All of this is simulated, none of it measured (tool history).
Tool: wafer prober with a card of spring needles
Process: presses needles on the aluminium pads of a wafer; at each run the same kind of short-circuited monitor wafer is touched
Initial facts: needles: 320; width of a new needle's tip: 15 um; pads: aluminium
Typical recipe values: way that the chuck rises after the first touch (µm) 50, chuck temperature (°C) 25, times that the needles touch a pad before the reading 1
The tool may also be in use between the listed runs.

| run | day | way that the chuck rises after the first touch (µm) | chuck temperature (°C) | times that the needles touch a pad before the reading | resistance of one needle with its contact and lead (mohm) | way that a needle slides on the pad (µm) |
|---|---|---|---|---|---|---|
| 1 | 0 | 50 | 25 | 1 | 142 | 8.3 |
|  | 0.3 | tips cleaned on abrasive film |
| 2 | 0.421 | 50 | 25 | 2 | 141 | 8.32 |
| 3 | 0.842 | 50 | 25 | 2 | 143 | 8.34 |
|  | 1.004 | tips cleaned on abrasive film |
| 4 | 1.288 | 50 | 25 | 1 | 140 | 8.31 |
| 5 | 1.608 | 50 | 36 | 1 | 143 | 8.28 |
|  | 1.721 | tips cleaned on abrasive film |
| 6 | 2.05 | 50 | 25 | 1 | 141 | 8.24 |
| 7 | 2.321 | 50 | 25 | 1 | 140 | 8.3 |
|  | 2.438 | tips cleaned on abrasive film |
| 8 | 2.546 | 36 | 25 | 1 | 145 | 5.92 |
| 9 | 2.754 | 36 | 25 | 1 | 143 | 5.97 |
|  | 3.133 | tips cleaned on abrasive film |
| 10 | 3.133 | 60 | 25 | 1 | 142 | 9.87 |
| 11 | 3.388 | 60 | 25 | 1 | 138 | 9.86 |
| 12 | 3.696 | 60 | 25 | 1 | 140 | 9.89 |
|  | 3.842 | tips cleaned on abrasive film |
| 13 | 4.054 | 60 | 25 | 1 | 140 | 9.83 |
| 14 | 4.408 | 60 | 25 | 1 | 139 | 9.86 |
|  | 4.546 | tips cleaned on abrasive film |
| 15 | 4.612 | 60 | 25 | 1 | 139 | 9.81 |
| 16 | 4.829 | 42 | 80 | 1 | 151 | 6.84 |
| 17 | 5.171 | 50 | 42 | 3 | 145 | 8.16 |
|  | 5.254 | tips cleaned on abrasive film |
| 18 | 5.646 | 47 | 122 | 3 | 159 | 7.67 |
|  | 5.95 | tips cleaned on abrasive film |
| 19 | 6.017 | 38 | 90 | 2 | 155 | 6.21 |
| 20 | 6.258 | 50 | 58 | 1 | 146 | 8.15 |
| 21 | 6.454 | 32 | 55 | 1 | 152 | 5.22 |
|  | 6.65 | tips cleaned on abrasive film |
| 22 | 6.883 | 32 | 123 | 1 | 164 | 5.22 |
| 23 | 7.096 | 32 | 123 | 1 | 169 | 5.19 |
|  | 7.346 | tips cleaned on abrasive film |
| 24 | 7.429 | 32 | 123 | 1 | 167 | 5.2 |
| 25 | 7.762 | 32 | 123 | 1 | 168 | 5.22 |
|  | 8.067 | tips cleaned on abrasive film |
| 26 | 8.142 | 50 | 99 | 1 | 155 | 8.07 |
| 27 | 8.5 | 66 | 38 | 3 | 141 | 10.65 |
|  | 8.779 | tips cleaned on abrasive film |
| 28 | 8.967 | 31 | 27 | 3 | 148 | 5.02 |
| 29 | 9.183 | 31 | 27 | 3 | 147 | 5.01 |
|  | 9.212 | gauge calibrated |
| 30 | 9.442 | 31 | 27 | 3 | 145 | 5.14 |

Here are 5 independent what-if runs from the current tool condition. What would each one return?
|  | 9.488 | tips cleaned on abrasive film |
| A | 9.846 | 50 | 46 | 3 | ? | ? |
|  | 9.488 | tips cleaned on abrasive film |
| B | 9.846 | 30 | 27 | 3 | ? | ? |
|  | 9.488 | tips cleaned on abrasive film |
| C | 9.846 | 59 | 43 | 2 | ? | ? |
|  | 9.488 | tips cleaned on abrasive film |
| D | 9.846 | 70 | 27 | 2 | ? | ? |
|  | 9.488 | tips cleaned on abrasive film |
| E | 9.846 | 31 | 30 | 3 | ? | ? |

| run | resistance of one needle with its contact and lead (mohm) | way that a needle slides on the pad (µm) |
|---|---|---|
| A | 144 | 8.29 |
| B | 153 | 4.98 |
| C | 143 | 9.79 |
| D | 135 | 11.62 |
| E | 148 | 5.14 |
The same runs, with their run-to-run variation unchanged, on a tool lacking any hidden condition would have given:
| run | resistance of one needle with its contact and lead (mohm) | way that a needle slides on the pad (µm) |
|---|---|---|
| A | 144 | 8.31 |
| B | 153 | 4.99 |
| C | 143 | 9.81 |
| D | 135 | 11.64 |
| E | 148 | 5.15 |

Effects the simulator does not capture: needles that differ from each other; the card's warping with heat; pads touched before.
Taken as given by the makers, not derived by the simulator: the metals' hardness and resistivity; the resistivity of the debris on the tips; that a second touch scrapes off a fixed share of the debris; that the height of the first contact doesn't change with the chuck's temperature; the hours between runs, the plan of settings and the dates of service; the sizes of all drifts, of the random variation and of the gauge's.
